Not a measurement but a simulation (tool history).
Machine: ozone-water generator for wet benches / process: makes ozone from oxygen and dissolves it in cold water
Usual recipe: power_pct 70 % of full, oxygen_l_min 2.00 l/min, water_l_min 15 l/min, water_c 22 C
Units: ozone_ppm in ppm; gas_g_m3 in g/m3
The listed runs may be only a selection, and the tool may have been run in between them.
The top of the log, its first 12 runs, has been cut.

| run | day | power_pct | oxygen_l_min | water_l_min | water_c | ozone_ppm | gas_g_m3 |
|---|---|---|---|---|---|---|---|
|  | 15.496 | contactor cleaned |
| 13 | 16.283 | 70 | 2.00 | 15 | 22 | 9.7 | 140.3 |
| 14 | 17.683 | 70 | 2.00 | 15 | 22 | 10.0 | 139.7 |
| 15 | 19.017 | 70 | 2.00 | 15 | 22 | 9.8 | 138.5 |
| 16 | 20.133 | 70 | 2.00 | 15 | 22 | 9.9 | 138.5 |
| 17 | 21.146 | 70 | 2.00 | 11 | 22 | 12.5 | 137.7 |
| 18 | 22.688 | 70 | 2.00 | 11 | 22 | 12.9 | 139.6 |
|  | 23.133 | contactor cleaned, once more |
| 19 | 23.762 | 68 | 3.27 | 23 | 22 | 8.1 | 112.0 |
| 20 | 25.096 | 68 | 3.27 | 23 | 22 | 8.3 | 114.3 |
| 21 | 26.917 | 70 | 2.00 | 22 | 22 | 7.3 | 140.2 |
| 22 | 28.396 | 70 | 2.00 | 22 | 22 | 7.4 | 138.5 |
| 23 | 30.000 | 78 | 1.11 | 16 | 15 | 8.6 | 181.7 |
| 24 | 30.775 | 78 | 1.11 | 16 | 15 | 8.7 | 185.5 |
| 25 | 31.821 | 70 | 3.52 | 23 | 19 | 8.7 | 110.9 |
| 26 | 32.917 | 70 | 2.08 | 15 | 22 | 10.2 | 137.1 |

Forecast run 27:
| 27 | 33.738 | 70 | 2.08 | 15 | 22 | ? | ? |

Run 27 produced ozone_ppm 10.3 ppm, gas_g_m3 137.1 g/m3.
Were there no unlogged condition in the tool, this run, its random variation unchanged, would have produced ozone_ppm 10.7 ppm, gas_g_m3 140.7 g/m3.
